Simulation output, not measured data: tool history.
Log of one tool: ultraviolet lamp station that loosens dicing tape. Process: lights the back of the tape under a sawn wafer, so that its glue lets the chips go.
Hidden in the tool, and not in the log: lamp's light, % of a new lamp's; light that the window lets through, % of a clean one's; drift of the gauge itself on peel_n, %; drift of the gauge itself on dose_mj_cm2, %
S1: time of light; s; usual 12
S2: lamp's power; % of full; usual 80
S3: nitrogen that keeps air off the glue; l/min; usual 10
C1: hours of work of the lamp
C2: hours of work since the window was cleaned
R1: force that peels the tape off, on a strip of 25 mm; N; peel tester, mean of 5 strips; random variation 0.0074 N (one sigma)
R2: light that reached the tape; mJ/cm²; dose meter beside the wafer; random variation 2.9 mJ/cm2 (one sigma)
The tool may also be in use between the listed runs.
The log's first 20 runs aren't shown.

run 21 hour=1056.3 | S1=7 S2=81 S3=4 | C1=320 C2=117 | R1=1.268 R2=203
run 22 hour=1112.9 | S1=7 S2=81 S3=4 | C1=360 C2=157 | R1=1.293 R2=197
run 23 hour=1184.0 | S1=7 S2=81 S3=4 | C1=410 C2=207 | R1=1.374 R2=194
run 24 hour=1236.2 | S1=12 S2=88 S3=16 | C1=447 C2=244 | R1=0.280 R2=347
run 25 hour=1309.3 | S1=7 S2=62 S3=10 | C1=499 C2=296 | R1=1.277 R2=140
run 26 hour=1372.8 | S1=13 S2=67 S3=12 | C1=544 C2=341 | R1=0.421 R2=266
run 27 hour=1425.9 | S1=9 S2=63 S3=7 | C1=582 C2=379 | R1=1.188 R2=167
run 28 hour=1499.4 | S1=21 S2=82 S3=12 | C1=634 C2=431 | R1=0.227 R2=496
run 29 hour=1571.1 | S1=21 S2=82 S3=12 | C1=685 C2=482 | R1=0.241 R2=470
run 30 hour=1614.4 | S1=12 S2=80 S3=4 | C1=715 C2=512 | R1=0.909 R2=252
run 31 hour=1669.0 | S1=11 S2=92 S3=10 | C1=754 C2=551 | R1=0.491 R2=260
run 32 hour=1742.8 | S1=8 S2=96 S3=8 | C1=806 C2=603 | R1=0.899 R2=192
run 33 hour=1815.1 | S1=8 S2=96 S3=8 | C1=857 C2=655 | R1=1.020 R2=182
run 34 hour=1867.7 | S1=8 S2=63 S3=11 | C1=895 C2=692 | R1=1.553 R2=117
-- hour=1873.9 window cleaned of glue's vapour
run 35 hour=1930.9 | S1=23 S2=79 S3=10 | C1=939 C2=40 | R1=0.271 R2=420
-- hour=1944.1 lamp changed
run 36 hour=1990.1 | S1=23 S2=79 S3=10 | C1=33 C2=82 | R1=0.243 R2=758

Forecast each of these 3 alternatives for the next run:
run A hour=2045.4 | S1=7 S2=79 S3=9 | C1=72 C2=121 | R1=? R2=?
run B hour=2045.4 | S1=14 S2=80 S3=10 | C1=72 C2=121 | R1=? R2=?
run C hour=2045.4 | S1=8 S2=68 S3=8 | C1=72 C2=121 | R1=? R2=?

run=A R1=0.652 R2=226
run=B R1=0.250 R2=455
run=C R1=0.724 R2=225
Without the tool's hidden state the same runs would have given:
run=A R1=0.597 R2=238
run=B R1=0.243 R2=480
run=C R1=0.664 R2=237
